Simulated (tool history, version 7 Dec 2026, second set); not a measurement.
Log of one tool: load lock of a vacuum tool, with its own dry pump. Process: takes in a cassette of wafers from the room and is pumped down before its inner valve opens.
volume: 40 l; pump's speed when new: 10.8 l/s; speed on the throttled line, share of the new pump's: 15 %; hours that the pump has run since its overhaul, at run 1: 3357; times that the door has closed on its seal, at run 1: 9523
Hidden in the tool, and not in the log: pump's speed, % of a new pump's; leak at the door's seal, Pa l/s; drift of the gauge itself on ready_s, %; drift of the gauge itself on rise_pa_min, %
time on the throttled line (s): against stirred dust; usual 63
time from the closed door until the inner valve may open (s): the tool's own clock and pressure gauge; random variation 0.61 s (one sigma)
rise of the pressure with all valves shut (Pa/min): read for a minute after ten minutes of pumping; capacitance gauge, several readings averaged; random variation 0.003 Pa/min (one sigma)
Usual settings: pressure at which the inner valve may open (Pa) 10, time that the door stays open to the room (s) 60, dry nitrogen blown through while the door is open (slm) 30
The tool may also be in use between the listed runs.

run    hour  time on the throttled line (s)  pressure at which the inner valve may open (Pa)  time that the door stays open to the room (s)  dry nitrogen blown through while the door is open (slm)  hours that the pump has run since its overhaul  times that the door has closed on its seal  incoming humidity of the room's air, %  time from the closed door until the inner valve may open (s)  rise of the pressure with all valves shut (Pa/min)
  1     0.0                              63                                               10                                             60                                                       30                                            3357                                        9523                                    46.4                                                          88.2                                               0.048
  2   135.5                              55                                               10                                             60                                                       30                                            3493                                        9776                                    46.7                                                          80.7                                               0.044
  3   281.0                              59                                               10                                             60                                                       30                                            3638                                       10048                                    46.3                                                          84.4                                               0.039
  4   450.3                              59                                               10                                             60                                                       30                                            3807                                       10365                                    48.8                                                          85.6                                               0.048
  5   571.2                              59                                               10                                             60                                                       30                                            3928                                       10590                                    42.4                                                          85.6                                               0.046
  6   757.4                              59                                               10                                             60                                                       30                                            4114                                       10938                                    43.4                                                          85.0                                               0.047
  7   888.2                              63                                               11                                             60                                                       30                                            4245                                       11183                                    47.4                                                          88.0                                               0.050
  8  1005.1                              63                                               11                                             60                                                       30                                            4362                                       11401                                    42.2                                                          86.9                                               0.047
  9  1175.1                              63                                               11                                             60                                                       30                                            4532                                       11719                                    51.4                                                          88.4                                               0.048
 10  1356.1                              72                                               10                                             60                                                       30                                            4713                                       12057                                    45.2                                                          96.0                                               0.049
 11  1558.0                              63                                               10                                             30                                                       30                                            4915                                       12434                                    48.5                                                          89.7                                               0.041
 12  1660.5                              63                                               10                                             30                                                       22                                            5018                                       12625                                    46.3                                                          88.5                                               0.048
 13  1797.3                              63                                               10                                             30                                                       22                                            5154                                       12881                                    48.1                                                          89.4                                               0.043
 14  1957.3                              63                                               16                                             60                                                       30                                            5314                                       13180                                    42.3                                                          87.3                                               0.051
 15  2151.2                              63                                               16                                             60                                                       30                                            5508                                       13542                                    45.6                                                          85.6                                               0.055
 16  2253.5                              63                                               10                                             60                                                       30                                            5611                                       13733                                    48.2                                                          88.1                                               0.055
 17  2366.4                              63                                               10                                             60                                                       13                                            5723                                       13944                                    46.7                                                          88.2                                               0.062
 18  2533.4                              63                                               14                                             60                                                       30                                            5890                                       14256                                    48.8                                                          88.4                                               0.055
 19  2621.3                              42                                               13                                             39                                                       11                                            5978                                       14420                                    46.4                                                          70.1                                               0.054
 20  2741.4                              92                                                8                                             39                                                       11                                            6098                                       14645                                    46.2                                                         116.6                                               0.052
 21  2875.9                              63                                                7                                             64                                                       30                                            6233                                       14896                                    44.7                                                          90.1                                               0.061
 22  3044.2                              63                                                7                                             64                                                       30                                            6401                                       15210                                    44.3                                                          90.5                                               0.060
 23  3219.3                              51                                               10                                             87                                                       30                                            6576                                       15538                                    44.5                                                          78.4                                               0.068
 24  3311.8                              51                                               10                                             87                                                       30                                            6669                                       15710                                    44.6                                                          77.3                                               0.064
 25  3483.1                              63                                               10                                             87                                                       30                                            6840                                       16030                                    45.6                                                          88.7                                               0.069
 26  3642.2                              63                                               18                                             87                                                       30                                            6999                                       16328                                    50.2                                                          86.7                                               0.072
 27  3821.3                              63                                               11                                            153                                                       30                                            7178                                       16662                                    45.4                                                          89.0                                               0.084
 28  3979.0                              63                                               11                                            153                                                       30                                            7336                                       16957                                    43.9                                                          89.6                                               0.082
 29  4130.0                              63                                               11                                            153                                                       30                                            7487                                       17239                                    43.9                                                          89.1                                               0.080
 30  4286.6                              55                                               11                                            153                                                       26                                            7644                                       17532                                    43.6                                                          82.0                                               0.087
 31  4459.5                              79                                               18                                             38                                                       18                                            7817                                       17854                                    46.2                                                         101.1                                               0.058
 32  4583.7                              79                                               18                                             38                                                       18                                            7941                                       18087                                    46.1                                                         101.1                                               0.061
 33  4759.2                              63                                               10                                             60                                                       12                                            8116                                       18414                                    49.0                                                          90.1                                               0.077
 34  4844.7                              63                                               10                                             60                                                       12                                            8202                                       18574                                    44.1                                                          89.2                                               0.081
 35  5013.6                              63                                               10                                             60                                                       12                                            8371                                       18890                                    47.1                                                          89.6                                               0.082

Hidden state or all else? Some run-to-run changes of time from the closed door until the inner valve may open (s), split into what the settings, what came in and random variation would give without the hidden state, and what is left for the hidden state (with any gauge scatter that isn't in both results):
Run 15 -> 16: pressure at which the inner valve may open (Pa) 16 -> 10. time from the closed door until the inner valve may open (s) +2.5: hidden state +0.2, all else +2.3.
Run 19 -> 20: time on the throttled line (s) 42 -> 92, pressure at which the inner valve may open (Pa) 13 -> 8. time from the closed door until the inner valve may open (s) +46.5: hidden state -0.1, all else +46.6.
Run 20 -> 21: time on the throttled line (s) 92 -> 63, pressure at which the inner valve may open (Pa) 8 -> 7, time that the door stays open to the room (s) 39 -> 64, dry nitrogen blown through while the door is open (slm) 11 -> 30. time from the closed door until the inner valve may open (s) -26.5: hidden state +0.1, all else -26.6.
Run 30 -> 31: time on the throttled line (s) 55 -> 79, pressure at which the inner valve may open (Pa) 11 -> 18, time that the door stays open to the room (s) 153 -> 38, dry nitrogen blown through while the door is open (slm) 26 -> 18. time from the closed door until the inner valve may open (s) +19.1: hidden state -0.2, all else +19.3.
Run 32 -> 33: time on the throttled line (s) 79 -> 63, pressure at which the inner valve may open (Pa) 18 -> 10, time that the door stays open to the room (s) 38 -> 60, dry nitrogen blown through while the door is open (slm) 18 -> 12. time from the closed door until the inner valve may open (s) -11.0: hidden state +0.3, all else -11.3.
